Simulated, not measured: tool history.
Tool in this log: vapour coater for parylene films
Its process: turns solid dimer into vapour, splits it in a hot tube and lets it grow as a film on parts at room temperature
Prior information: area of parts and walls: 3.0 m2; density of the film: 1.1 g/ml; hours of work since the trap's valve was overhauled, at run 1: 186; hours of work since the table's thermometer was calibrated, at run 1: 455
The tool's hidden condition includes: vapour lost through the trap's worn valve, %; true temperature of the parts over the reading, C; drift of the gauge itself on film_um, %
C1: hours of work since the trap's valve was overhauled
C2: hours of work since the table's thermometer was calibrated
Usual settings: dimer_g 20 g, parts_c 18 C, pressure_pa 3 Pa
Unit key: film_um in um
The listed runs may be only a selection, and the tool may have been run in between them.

Run 1, hour 0: usual settings; C1 186; C2 455. Result: film_um 2.61 um.
Run 2, hour 8.6: usual settings; C1 193; C2 462. Result: film_um 2.62 um.
Run 3, hour 22.8: usual settings; C1 204; C2 474. Result: film_um 2.6 um.
Run 4, hour 33.8: usual settings but parts_c 21 C; C1 213; C2 483. Result: film_um 2.42 um.
Run 5, hour 40.1: usual settings but parts_c 21 C, pressure_pa 4.7 Pa; C1 218; C2 488. Result: film_um 2.19 um.
Run 6, hour 54.1: usual settings but dimer_g 30 g; C1 230; C2 499. Result: film_um 3.84 um.
Run 7, hour 65.6: usual settings but dimer_g 30 g; C1 239; C2 509. Result: film_um 3.82 um.
Run 8, hour 80.5: usual settings but dimer_g 33 g; C1 251; C2 521. Result: film_um 4.15 um.
Run 9, hour 95.7: usual settings; C1 264; C2 533. Result: film_um 2.52 um.
Run 10, hour 105.1: usual settings; C1 271; C2 541. Result: film_um 2.49 um.
Run 11, hour 118.1: usual settings; C1 282; C2 552. Result: film_um 2.49 um.
Run 12, hour 133.2: usual settings; C1 294; C2 564. Result: film_um 2.48 um.
At hour 143: trap's valve overhauled.
Run 13, hour 144.6: usual settings; C1 1; C2 570. Result: film_um 2.84 um.
Run 14, hour 155.8: usual settings; C1 10; C2 579. Result: film_um 2.85 um.
Run 15, hour 162.4: usual settings; C1 16; C2 585. Result: film_um 2.82 um.
Run 16, hour 169.6: usual settings; C1 22; C2 590. Result: film_um 2.87 um.
Run 17, hour 182: usual settings; C1 32; C2 601. Result: film_um 2.82 um.
Run 18, hour 196.3: usual settings; C1 44; C2 612. Result: film_um 2.79 um.
Run 19, hour 208.9: usual settings; C1 54; C2 622. Result: film_um 2.75 um.
Run 20, hour 216.7: usual settings; C1 60; C2 629. Result: film_um 2.76 um.
Run 21, hour 227.3: usual settings; C1 69; C2 638. Result: film_um 2.79 um.
Run 22, hour 240.2: usual settings; C1 79; C2 648. Result: film_um 2.74 um.
Run 23, hour 251: usual settings; C1 88; C2 657. Result: film_um 2.73 um.
Run 24, hour 263.3: usual settings but pressure_pa 5.85 Pa; C1 98; C2 667. Result: film_um 2.54 um.
Run 25, hour 278.3: usual settings but dimer_g 13 g, pressure_pa 3.63 Pa; C1 110; C2 679. Result: film_um 1.67 um.
Run 26, hour 289.8: usual settings but dimer_g 9 g, parts_c 17 C, pressure_pa 2.36 Pa; C1 120; C2 689. Result: film_um 1.3 um.

Expected results for the next run?
Run 27, hour 304.9: usual settings but dimer_g 29 g, parts_c 17 C, pressure_pa 9.65 Pa; C1 132; C2 701. Result: film_um ?.

film_um: 3.51 um
Take away the tool's hidden state, keep the run-to-run variation as it was, and the same run would have given film_um 3.78 um.

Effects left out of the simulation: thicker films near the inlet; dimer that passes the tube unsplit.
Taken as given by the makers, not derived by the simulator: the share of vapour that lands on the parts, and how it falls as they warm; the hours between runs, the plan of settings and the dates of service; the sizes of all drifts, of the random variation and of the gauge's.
